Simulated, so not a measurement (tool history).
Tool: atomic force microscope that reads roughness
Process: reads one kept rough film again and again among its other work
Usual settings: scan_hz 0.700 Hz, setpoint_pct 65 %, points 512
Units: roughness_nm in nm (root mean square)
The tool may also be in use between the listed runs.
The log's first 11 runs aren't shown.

At hour 716.0: new tip fitted.
Run 12, hour 763.2: usual settings. Result: roughness_nm 3.588 nm (root mean square).
At hour 775.6: new tip fitted.
Run 13, hour 824.6: usual settings. Result: roughness_nm 3.600 nm (root mean square).
At hour 838.1: new tip fitted.
At hour 898.5: new tip fitted.
Run 14, hour 913.5: usual settings. Result: roughness_nm 3.781 nm (root mean square).
At hour 958.0: new tip fitted.
Run 15, hour 958.0: usual settings. Result: roughness_nm 3.892 nm (root mean square).
Run 16, hour 995.2: usual settings. Result: roughness_nm 3.646 nm (root mean square).
At hour 1015.7: new tip fitted.
Run 17, hour 1064.2: usual settings but scan_hz 0.629 Hz, setpoint_pct 68 %. Result: roughness_nm 3.609 nm (root mean square).
At hour 1078.3: new tip fitted.
Run 18, hour 1126.8: usual settings but scan_hz 0.541 Hz, points 531. Result: roughness_nm 3.656 nm (root mean square).
At hour 1138.7: new tip fitted.
Run 19, hour 1172.6: usual settings but scan_hz 3.184 Hz, setpoint_pct 58 %, points 630. Result: roughness_nm 3.506 nm (root mean square).
At hour 1200.5: new tip fitted.
At hour 1260.0: new tip fitted.
Run 20, hour 1260.6: usual settings but scan_hz 2.654 Hz, setpoint_pct 56 %, points 307. Result: roughness_nm 3.748 nm (root mean square).
At hour 1294.0: height scale calibrated on a step standard.
Run 21, hour 1307.0: usual settings but scan_hz 1.802 Hz, setpoint_pct 67 %, points 573. Result: roughness_nm 3.398 nm (root mean square).
At hour 1319.9: new tip fitted.
Run 22, hour 1349.3: usual settings but scan_hz 1.802 Hz, setpoint_pct 67 %, points 573. Result: roughness_nm 3.469 nm (root mean square).
At hour 1383.0: new tip fitted.
Run 23, hour 1389.5: usual settings but scan_hz 0.584 Hz, setpoint_pct 62 %, points 488. Result: roughness_nm 3.858 nm (root mean square).
At hour 1441.9: new tip fitted.
Run 24, hour 1461.8: usual settings but scan_hz 1.382 Hz, setpoint_pct 62 %, points 488. Result: roughness_nm 3.666 nm (root mean square).
At hour 1502.4: new tip fitted.
Run 25, hour 1517.6: usual settings but scan_hz 3.868 Hz, setpoint_pct 75 %, points 510. Result: roughness_nm 3.010 nm (root mean square).
At hour 1531.3: height scale calibrated on a step standard, once more.
Run 26, hour 1558.1: usual settings but setpoint_pct 64 %. Result: roughness_nm 3.606 nm (root mean square).
At hour 1565.8: new tip fitted.
Run 27, hour 1602.5: usual settings but setpoint_pct 64 %. Result: roughness_nm 3.725 nm (root mean square).
At hour 1623.9: new tip fitted.
Run 28, hour 1652.5: usual settings but setpoint_pct 64 %. Result: roughness_nm 3.753 nm (root mean square).
At hour 1682.6: new tip fitted.
Run 29, hour 1734.0: usual settings but setpoint_pct 62 %, points 435. Result: roughness_nm 3.643 nm (root mean square).
At hour 1740.8: new tip fitted.
Run 30, hour 1782.4: usual settings but setpoint_pct 76 %, points 758. Result: roughness_nm 3.585 nm (root mean square).
At hour 1798.6: new tip fitted.
Run 31, hour 1821.2: usual settings but setpoint_pct 59 %, points 758. Result: roughness_nm 3.792 nm (root mean square).
At hour 1861.1: new tip fitted.
Run 32, hour 1902.9: usual settings but scan_hz 0.721 Hz, setpoint_pct 61 %, points 984. Result: roughness_nm 3.703 nm (root mean square).

4 ways to go on from here, each from the tool as it stands after run 32. What would each give?
At hour 1919.4: new tip fitted.
At hour 1980.1: new tip fitted.
Run A, hour 1985.8: usual settings but scan_hz 3.965 Hz, setpoint_pct 77 %, points 587. Result: roughness_nm ?.
At hour 1919.4: new tip fitted.
At hour 1980.1: new tip fitted.
Run B, hour 1985.8: usual settings but scan_hz 1.181 Hz, setpoint_pct 74 %, points 783. Result: roughness_nm ?.
At hour 1919.4: new tip fitted.
At hour 1980.1: new tip fitted.
Run C, hour 1985.8: usual settings but scan_hz 3.392 Hz, setpoint_pct 73 %, points 372. Result: roughness_nm ?.
At hour 1919.4: new tip fitted.
At hour 1980.1: new tip fitted.
Run D, hour 1985.8: usual settings but setpoint_pct 68 %, points 367. Result: roughness_nm ?.

run  roughness_nm
  A         3.006
  B         3.682
  C         3.275
  D         3.852
Without the tool's hidden state the same runs would have given:
run  roughness_nm
  A         3.038
  B         3.721
  C         3.309
  D         3.892

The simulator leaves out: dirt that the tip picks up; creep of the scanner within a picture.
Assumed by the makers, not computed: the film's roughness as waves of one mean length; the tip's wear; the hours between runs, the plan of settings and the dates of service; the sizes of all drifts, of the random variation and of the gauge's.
